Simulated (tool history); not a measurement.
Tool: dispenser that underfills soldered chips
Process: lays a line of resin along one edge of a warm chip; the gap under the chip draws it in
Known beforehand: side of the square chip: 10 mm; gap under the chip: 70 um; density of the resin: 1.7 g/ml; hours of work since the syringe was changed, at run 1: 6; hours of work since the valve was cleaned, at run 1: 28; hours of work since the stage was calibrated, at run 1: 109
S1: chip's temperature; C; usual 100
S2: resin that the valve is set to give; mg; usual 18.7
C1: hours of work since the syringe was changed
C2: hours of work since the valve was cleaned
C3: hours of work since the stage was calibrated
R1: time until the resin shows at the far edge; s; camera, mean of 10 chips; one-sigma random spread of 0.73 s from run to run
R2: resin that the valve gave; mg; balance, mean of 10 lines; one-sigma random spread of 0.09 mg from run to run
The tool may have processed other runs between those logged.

run,hour,S1,S2,C1,C2,C3,R1,R2
1,0,100,18.7,6,28,109,94.3,18.55
# hour 3.5: new syringe of resin
2,7.4,100,18.7,3,33,114,78.2,18.51
3,13.1,100,18.7,7,37,118,99.7,18.26
# hour 16.2: new syringe of resin
4,23.5,100,18.7,5,45,126,89.8,18.39
# hour 28.7: new syringe of resin
5,33.3,100,18.7,3,52,132,79.1,18.34
6,38.7,100,18.7,7,55,136,102.1,18.32
# hour 41.7: new syringe of resin
7,45.9,100,24.2,3,60,141,75.3,23.73
# hour 54.4: new syringe of resin
8,54.4,106,24.2,0,66,147,50.3,23.36
9,64.3,106,24.2,7,73,154,78.6,23.45
# hour 67: new syringe of resin
10,74.2,106,24.2,5,80,161,70.7,23.44
# hour 79.5: new syringe of resin
11,80.5,106,24.2,1,85,166,54.2,23.41
12,88.6,102,18.7,7,91,171,93.5,17.99
# hour 91.8: new syringe of resin
13,100,97,18.7,6,99,179,104.8,17.95
# hour 104.4: new syringe of resin
14,106.6,97,18.7,2,103,184,79.5,17.79
15,116.1,110,18.7,8,110,191,76.4,17.81
# hour 117: new syringe of resin
16,124.3,100,18.7,5,116,196,88.3,17.81
# hour 128.8: dispensing valve cleaned and set on the balance
# hour 131.1: new syringe of resin
17,131.1,100,18.7,0,1,200,62.4,18.73

Run 18, settings as shown, results not yet in. Your forecast:
18,138.8,100,18.7,6,7,206,?,?

For run 18 the tool returned R1 89.1 s, R2 18.81 mg.
Minus the tool's unlogged condition, the same run would have read R1 66.7 s, R2 18.83 mg.
